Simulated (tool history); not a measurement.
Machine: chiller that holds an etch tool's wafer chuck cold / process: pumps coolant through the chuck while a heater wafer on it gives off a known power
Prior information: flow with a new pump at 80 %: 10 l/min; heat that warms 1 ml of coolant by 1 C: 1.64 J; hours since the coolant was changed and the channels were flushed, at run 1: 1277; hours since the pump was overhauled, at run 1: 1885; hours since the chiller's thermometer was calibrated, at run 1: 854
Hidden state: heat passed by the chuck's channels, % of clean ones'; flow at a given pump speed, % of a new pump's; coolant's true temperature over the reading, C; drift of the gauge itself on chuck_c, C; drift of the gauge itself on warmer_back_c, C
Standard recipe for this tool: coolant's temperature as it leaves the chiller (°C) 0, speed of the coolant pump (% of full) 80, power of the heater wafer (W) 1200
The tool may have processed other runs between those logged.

run    hour  coolant's temperature as it leaves the chiller (°C)  speed of the coolant pump (% of full)  power of the heater wafer (W)  hours since the coolant was changed and the channels were flushed  hours since the pump was overhauled  hours since the chiller's thermometer was calibrated  chuck's temperature once it has settled (°C)  how much warmer the coolant comes back (C)
  1     0.0                                                    0                                     80                           1200                                                               1277                                 1885                                                   854                                           8.4                                        4.59
  2   101.6                                                    0                                     80                           1200                                                               1378                                 1986                                                   956                                           8.3                                        4.62
  3   173.2                                                    0                                     80                           1200                                                               1450                                 2058                                                  1027                                           8.3                                        4.59
  4   217.5                                                    0                                     80                           1200                                                               1494                                 2102                                                  1072                                           8.5                                        4.58
  5   267.2                                                    3                                     80                           1200                                                               1544                                 2152                                                  1121                                          11.4                                        4.67
  6   347.3                                                    3                                     80                           1099                                                               1624                                 2232                                                  1201                                          10.9                                        4.20
  7   400.3                                                    3                                     80                           1099                                                               1677                                 2285                                                  1254                                          10.7                                        4.22
  8   457.5                                                    0                                     80                           1200                                                               1734                                 2342                                                  1312                                           8.3                                        4.58
  9   521.3                                                    0                                     80                           1200                                                               1798                                 2406                                                  1375                                           8.3                                        4.66
 10   610.8                                                    0                                     80                           1200                                                               1888                                 2496                                                  1465                                           8.5                                        4.67
 11   713.8                                                    0                                     80                           1200                                                               1991                                 2599                                                  1568                                           8.5                                        4.62
 12   802.8                                                   -3                                     80                           1200                                                               2080                                 2688                                                  1657                                           5.4                                        4.58
 13   906.4                                                   -3                                     80                           1200                                                               2183                                 2791                                                  1761                                           5.3                                        4.68
 14   988.3                                                   -3                                     80                           1200                                                               2265                                 2873                                                  1842                                           5.5                                        4.62
 15  1058.4                                                   -3                                     80                           1200                                                               2335                                 2943                                                  1913                                           5.5                                        4.72
     1069.0  -- coolant pump overhauled
 16  1163.5                                                    0                                     80                            670                                                               2435                                   94                                                  2013                                           4.6                                        2.64
 17  1228.4                                                    9                                     80                            670                                                               2500                                  159                                                  2078                                          14.0                                        2.62
 18  1308.1                                                    9                                     70                           1496                                                               2580                                  239                                                  2157                                          20.7                                        6.75
 19  1367.2                                                    9                                     70                           1496                                                               2639                                  298                                                  2216                                          20.8                                        6.67
     1422.9  -- coolant pump overhauled, once more
 20  1469.2                                                    9                                     70                           1496                                                               2736                                   46                                                  2313                                          20.2                                        6.32
 21  1534.9                                                    2                                     70                            608                                                               2802                                  112                                                  2379                                           6.3                                        2.57
 22  1587.4                                                   -8                                     94                            608                                                               2854                                  165                                                  2432                                          -4.6                                        1.95
 23  1675.2                                                   -9                                     80                           1200                                                               2942                                  252                                                  2519                                          -0.8                                        4.46
 24  1741.2                                                    5                                     62                           1200                                                               3008                                  318                                                  2585                                          14.9                                        5.78
 25  1842.1                                                    5                                     62                           1200                                                               3109                                  419                                                  2686                                          14.9                                        5.73
 26  1920.6                                                    1                                     86                           1291                                                               3187                                  498                                                  2765                                           9.4                                        4.39
 27  2011.6                                                    0                                     72                           1540                                                               3278                                  589                                                  2856                                          11.3                                        6.38
 28  2062.2                                                    0                                     72                           1540                                                               3329                                  639                                                  2906                                          11.3                                        6.39
 29  2121.6                                                   -1                                     97                            637                                                               3388                                  699                                                  2966                                           2.7                                        1.99
 30  2183.8                                                   -1                                     97                            637                                                               3451                                  761                                                  3028                                           2.6                                        1.91
 31  2226.1                                                   -1                                     67                            895                                                               3493                                  803                                                  3070                                           5.8                                        4.06

3 options for the next run, each taken on its own from the tool as it stands now. Forecast them:
  A  2279.5                                                   -3                                     86                           1200                                                               3546                                  857                                                  3124                                             ?                                           ?
  B  2279.5                                                    0                                     61                           1006                                                               3546                                  857                                                  3124                                             ?                                           ?
  C  2279.5                                                    0                                     75                           1011                                                               3546                                  857                                                  3124                                             ?                                           ?

run  chuck's temperature once it has settled (°C)  how much warmer the coolant comes back (C)
  A                                           4.8                                        4.19
  B                                           8.4                                        4.98
  C                                           7.1                                        3.98
Stripped of hidden state, with their random variation kept, the same runs would have yielded:
run  chuck's temperature once it has settled (°C)  how much warmer the coolant comes back (C)
  A                                           4.8                                        4.13
  B                                           8.3                                        4.91
  C                                           7.1                                        3.92
